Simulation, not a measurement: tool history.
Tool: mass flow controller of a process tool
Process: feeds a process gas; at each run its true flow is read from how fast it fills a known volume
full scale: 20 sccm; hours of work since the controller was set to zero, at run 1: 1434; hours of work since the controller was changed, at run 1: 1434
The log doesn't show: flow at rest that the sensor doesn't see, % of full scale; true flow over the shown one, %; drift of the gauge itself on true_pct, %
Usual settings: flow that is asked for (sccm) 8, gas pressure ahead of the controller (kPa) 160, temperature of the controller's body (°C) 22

run,hour,flow that is asked for (sccm),gas pressure ahead of the controller (kPa),temperature of the controller's body (°C),hours of work since the controller was set to zero,hours of work since the controller was changed,true flow (%)
1,0,8,160,22,1434,1434,98.88
2,167.3,8,160,22,1537,1537,98.82
3,510.9,6,160,22,1748,1748,98.26
4,910.6,6,160,22,1993,1993,98.36
5,1284.6,8,227,22,2222,2222,98.58
6,1626.2,8,227,22,2432,2432,98.51
7,1937.2,8,160,22,2622,2622,98.53
8,2323.4,8,160,22,2859,2859,98.71
9,2536.5,8,160,22,2990,2990,98.59
10,2808.7,8,183,22,3157,3157,98.49
11,3151.8,8,183,22,3367,3367,98.31
# hour 3184.8: controller's zero set anew
12,3482.8,8,183,22,183,3570,98.12
13,3845.1,8,183,22,405,3792,98.11
14,4065.9,8,183,22,540,3928,97.97
15,4241.3,8,183,22,648,4035,98.03
16,4577.4,8,235,22,854,4241,97.86
17,4816.7,8,235,22,1001,4388,97.73
18,5126.7,6,242,36,1191,4578,96.37
# hour 5485.2: controller's zero set anew, once more
19,5485.2,8,267,37,0,4798,99.08
20,5695.6,4,170,22,129,4927,99.51
21,5957,3,160,27,289,5087,99.06
22,6222.2,10,254,28,452,5250,99.65
23,6597,10,254,28,682,5480,99.59
24,6965.8,4,160,25,908,5706,98.96
25,7368.7,4,160,25,1155,5953,98.81
26,7557.1,20,178,26,1271,6068,100.73
27,7809.7,11,167,22,1426,6223,100.12
28,7987.7,3,207,22,1535,6333,98.19
29,8321.2,3,154,33,1739,6537,97.55
30,8627.4,8,261,37,1927,6725,98.76
31,8810.7,13,160,39,2040,6837,99.6
32,9027.6,3,193,23,2173,6970,97.61
33,9403.3,8,181,22,2403,7201,99.53
34,9747.4,13,181,22,2614,7412,100.26

5 ways to go on from here, each from the tool as it stands after run 34. What would each give?
A,9988,6,140,23,2762,7559,?
B,9988,2,170,28,2762,7559,?
C,9988,13,260,22,2762,7559,?
D,9988,13,181,33,2762,7559,?
E,9988,17,151,37,2762,7559,?

run,true flow (%)
A,99.01
B,95.57
C,99.99
D,99.68
E,100
Without the tool's hidden state the same runs would have given:
run,true flow (%)
A,99.11
B,98.48
C,99.33
D,99.03
E,99.19

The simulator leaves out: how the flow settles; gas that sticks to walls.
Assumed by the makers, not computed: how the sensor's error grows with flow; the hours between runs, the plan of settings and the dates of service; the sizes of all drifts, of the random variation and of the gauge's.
